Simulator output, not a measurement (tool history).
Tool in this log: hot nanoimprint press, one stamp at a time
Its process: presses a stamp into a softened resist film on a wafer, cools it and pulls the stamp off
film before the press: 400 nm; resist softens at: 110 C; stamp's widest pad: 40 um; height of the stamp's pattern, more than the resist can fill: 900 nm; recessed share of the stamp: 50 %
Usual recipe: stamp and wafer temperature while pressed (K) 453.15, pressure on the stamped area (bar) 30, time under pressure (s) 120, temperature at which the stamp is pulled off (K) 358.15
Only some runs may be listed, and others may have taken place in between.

| run | day | stamp and wafer temperature while pressed (K) | pressure on the stamped area (bar) | time under pressure (s) | temperature at which the stamp is pulled off (K) | resist left under the stamp's widest pad (angstrom) | greatest force while the stamp is pulled off (N) |
|---|---|---|---|---|---|---|---|
| 1 | 0 | 453.15 | 30 | 120 | 358.15 | 1472 | 131 |
| 2 | 0.742 | 453.15 | 30 | 120 | 358.15 | 1465 | 128 |
| 3 | 1.358 | 453.15 | 30 | 120 | 358.15 | 1477 | 130 |
| 4 | 1.846 | 453.15 | 30 | 120 | 358.15 | 1469 | 129 |
| 5 | 2.388 | 453.15 | 30 | 120 | 358.15 | 1477 | 130 |
| 6 | 3.2 | 463.15 | 30 | 120 | 350.15 | 981 | 159 |
| 7 | 3.658 | 453.15 | 33.4 | 120 | 363.15 | 1413 | 118 |
|  | 3.846 | plate thermocouple calibrated |
| 8 | 4.425 | 452.15 | 23.5 | 75 | 365.15 | 2069 | 114 |
| 9 | 4.775 | 452.15 | 23.5 | 75 | 365.15 | 2064 | 114 |
|  | 5.225 | plate thermocouple calibrated, once more |
| 10 | 5.529 | 452.15 | 23.5 | 75 | 365.15 | 2003 | 107 |

Below are 4 alternative next runs, each starting from the tool's condition after run 10. Predict each:
| A | 5.9 | 453.15 | 30 | 145 | 351.15 | ? | ? |
| B | 5.9 | 452.15 | 23.5 | 75 | 365.15 | ? | ? |
| C | 5.9 | 453.15 | 30 | 120 | 358.15 | ? | ? |
| D | 5.9 | 461.15 | 38.2 | 194 | 358.15 | ? | ? |

| run | resist left under the stamp's widest pad (angstrom) | greatest force while the stamp is pulled off (N) |
|---|---|---|
| A | 1315 | 158 |
| B | 1995 | 109 |
| C | 1432 | 130 |
| D | 732 | 136 |
With the hidden condition removed and each run's random variation left untouched, the same runs would have given:
| run | resist left under the stamp's widest pad (angstrom) | greatest force while the stamp is pulled off (N) |
|---|---|---|
| A | 1299 | 147 |
| B | 1978 | 101 |
| C | 1415 | 121 |
| D | 722 | 126 |
